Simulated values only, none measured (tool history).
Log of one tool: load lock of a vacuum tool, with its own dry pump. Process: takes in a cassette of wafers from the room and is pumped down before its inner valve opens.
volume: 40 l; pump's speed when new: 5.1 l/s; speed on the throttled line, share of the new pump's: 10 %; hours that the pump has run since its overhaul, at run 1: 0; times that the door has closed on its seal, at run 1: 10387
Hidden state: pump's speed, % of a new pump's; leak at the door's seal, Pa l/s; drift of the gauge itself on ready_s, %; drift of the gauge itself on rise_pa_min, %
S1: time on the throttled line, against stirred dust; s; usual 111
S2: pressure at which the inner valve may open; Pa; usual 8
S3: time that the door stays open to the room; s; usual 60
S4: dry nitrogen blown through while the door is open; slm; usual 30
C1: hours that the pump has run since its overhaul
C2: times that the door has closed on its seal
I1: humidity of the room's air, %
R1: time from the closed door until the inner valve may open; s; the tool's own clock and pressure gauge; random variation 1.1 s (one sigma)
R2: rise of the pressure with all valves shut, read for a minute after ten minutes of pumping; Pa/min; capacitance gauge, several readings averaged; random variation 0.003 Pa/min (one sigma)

{"run": 1, "day": 0.0, "S1": 111, "S2": 8, "S3": 60, "S4": 30, "C1": 0, "C2": 10387, "I1": 49.1, "R1": 176, "R2": 0.084}
{"run": 2, "day": 12.017, "S1": 111, "S2": 8, "S3": 60, "S4": 30, "C1": 288, "C2": 11693, "I1": 46, "R1": 174.6, "R2": 0.096}
{"run": 3, "day": 17.842, "S1": 111, "S2": 8, "S3": 60, "S4": 30, "C1": 428, "C2": 12327, "I1": 45.6, "R1": 175.3, "R2": 0.089}
{"run": 4, "day": 26.962, "S1": 111, "S2": 8, "S3": 60, "S4": 30, "C1": 647, "C2": 13319, "I1": 42.4, "R1": 176, "R2": 0.094}
{"run": 5, "day": 33.321, "S1": 111, "S2": 8, "S3": 60, "S4": 30, "C1": 800, "C2": 14010, "I1": 47.8, "R1": 177, "R2": 0.11}
{"run": 6, "day": 42.488, "S1": 111, "S2": 8, "S3": 60, "S4": 30, "C1": 1020, "C2": 15007, "I1": 47, "R1": 178, "R2": 0.111}
{"run": 7, "day": 54.117, "S1": 111, "S2": 8, "S3": 60, "S4": 30, "C1": 1299, "C2": 16271, "I1": 41.6, "R1": 178, "R2": 0.118}
{"run": 8, "day": 63.604, "S1": 111, "S2": 8, "S3": 60, "S4": 30, "C1": 1527, "C2": 17302, "I1": 47, "R1": 177.5, "R2": 0.13}
{"run": 9, "day": 73.517, "S1": 111, "S2": 8, "S3": 83, "S4": 30, "C1": 1764, "C2": 18380, "I1": 45.9, "R1": 176.9, "R2": 0.139}
{"run": 10, "day": 80.833, "S1": 79, "S2": 8, "S3": 94, "S4": 34, "C1": 1940, "C2": 19176, "I1": 46.4, "R1": 149.2, "R2": 0.141}
{"run": 11, "day": 88.012, "S1": 92, "S2": 8, "S3": 94, "S4": 13, "C1": 2112, "C2": 19956, "I1": 46.2, "R1": 160.9, "R2": 0.178}
{"run": 12, "day": 100.558, "S1": 92, "S2": 8, "S3": 94, "S4": 13, "C1": 2413, "C2": 21320, "I1": 45, "R1": 159.5, "R2": 0.188}
{"run": 13, "day": 106.342, "S1": 92, "S2": 8, "S3": 94, "S4": 13, "C1": 2552, "C2": 21949, "I1": 44.1, "R1": 159.9, "R2": 0.191}
{"run": 14, "day": 115.067, "S1": 109, "S2": 8, "S3": 94, "S4": 13, "C1": 2762, "C2": 22898, "I1": 45.9, "R1": 177, "R2": 0.204}
{"run": 15, "day": 124.238, "S1": 131, "S2": 14, "S3": 47, "S4": 15, "C1": 2982, "C2": 23895, "I1": 42.9, "R1": 192.6, "R2": 0.193}
{"run": 16, "day": 134.088, "S1": 111, "S2": 14, "S3": 47, "S4": 39, "C1": 3218, "C2": 24966, "I1": 43.6, "R1": 174.4, "R2": 0.187}

Forecast each of these 4 alternatives for the next run:
{"run": "A", "day": 142.875, "S1": 111, "S2": 14, "S3": 47, "S4": 30, "C1": 3429, "C2": 25921, "I1": 45, "R1": "?", "R2": "?"}
{"run": "B", "day": 142.875, "S1": 62, "S2": 14, "S3": 47, "S4": 41, "C1": 3429, "C2": 25921, "I1": 46.9, "R1": "?", "R2": "?"}
{"run": "C", "day": 142.875, "S1": 78, "S2": 14, "S3": 69, "S4": 16, "C1": 3429, "C2": 25921, "I1": 46.4, "R1": "?", "R2": "?"}
{"run": "D", "day": 142.875, "S1": 148, "S2": 14, "S3": 47, "S4": 39, "C1": 3429, "C2": 25921, "I1": 44.8, "R1": "?", "R2": "?"}

run=A R1=174.6 R2=0.196
run=B R1=129.4 R2=0.193
run=C R1=144 R2=0.215
run=D R1=207.6 R2=0.192
Without the tool's hidden state the same runs would have given:
run=A R1=170.7 R2=0.033
run=B R1=125.2 R2=0.029
run=C R1=139.9 R2=0.051
run=D R1=203.9 R2=0.028
